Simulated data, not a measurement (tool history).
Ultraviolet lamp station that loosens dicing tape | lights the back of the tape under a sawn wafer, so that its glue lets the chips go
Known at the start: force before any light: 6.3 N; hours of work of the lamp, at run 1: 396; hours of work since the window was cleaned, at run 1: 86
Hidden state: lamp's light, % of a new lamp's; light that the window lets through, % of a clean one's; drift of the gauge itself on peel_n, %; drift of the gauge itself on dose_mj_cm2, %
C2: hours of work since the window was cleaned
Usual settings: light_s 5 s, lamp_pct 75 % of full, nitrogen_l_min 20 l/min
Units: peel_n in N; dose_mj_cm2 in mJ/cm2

Run 1, hour 0.0: usual settings; hours of work of the lamp 396; C2 86. Result: peel_n 0.464 N, dose_mj_cm2 251 mJ/cm2.
Run 2, hour 23.3: usual settings; hours of work of the lamp 414; C2 104. Result: peel_n 0.506 N, dose_mj_cm2 251 mJ/cm2.
Run 3, hour 50.1: usual settings; hours of work of the lamp 434; C2 124. Result: peel_n 0.486 N, dose_mj_cm2 245 mJ/cm2.
At hour 54.1: window cleaned of glue's vapour.
Run 4, hour 80.3: usual settings; hours of work of the lamp 456; C2 20. Result: peel_n 0.508 N, dose_mj_cm2 248 mJ/cm2.
Run 5, hour 120.6: usual settings; hours of work of the lamp 486; C2 50. Result: peel_n 0.519 N, dose_mj_cm2 244 mJ/cm2.
At hour 143.5: window cleaned of glue's vapour, once more.
Run 6, hour 153.3: usual settings but lamp_pct 81 % of full, nitrogen_l_min 7 l/min; hours of work of the lamp 510; C2 7. Result: peel_n 0.817 N, dose_mj_cm2 266 mJ/cm2.
Run 7, hour 210.1: usual settings but lamp_pct 81 % of full, nitrogen_l_min 7 l/min; hours of work of the lamp 553; C2 50. Result: peel_n 0.844 N, dose_mj_cm2 264 mJ/cm2.
Run 8, hour 240.0: usual settings but light_s 3 s, nitrogen_l_min 11 l/min; hours of work of the lamp 576; C2 73. Result: peel_n 1.590 N, dose_mj_cm2 146 mJ/cm2.
Run 9, hour 285.0: usual settings but light_s 3 s, nitrogen_l_min 11 l/min; hours of work of the lamp 609; C2 106. Result: peel_n 1.657 N, dose_mj_cm2 141 mJ/cm2.
Run 10, hour 334.4: usual settings but light_s 3 s, lamp_pct 63 % of full, nitrogen_l_min 8 l/min; hours of work of the lamp 647; C2 143. Result: peel_n 2.334 N, dose_mj_cm2 118 mJ/cm2.

Forecast each of these 3 alternatives for the next run:
Run A, hour 371.9: usual settings but light_s 8 s, lamp_pct 63 % of full, nitrogen_l_min 8 l/min; hours of work of the lamp 675; C2 172. Result: peel_n ?, dose_mj_cm2 ?.
Run B, hour 371.9: usual settings but light_s 3 s, lamp_pct 61 % of full, nitrogen_l_min 34 l/min; hours of work of the lamp 675; C2 172. Result: peel_n ?, dose_mj_cm2 ?.
Run C, hour 371.9: usual settings but lamp_pct 92 % of full; hours of work of the lamp 675; C2 172. Result: peel_n ?, dose_mj_cm2 ?.

run  peel_n  dose_mj_cm2
  A   0.578          308
  B   1.478          111
  C   0.393          284
Without the tool's hidden state the same runs would have given:
run  peel_n  dose_mj_cm2
  A   0.402          379
  B   1.092          137
  C   0.286          349
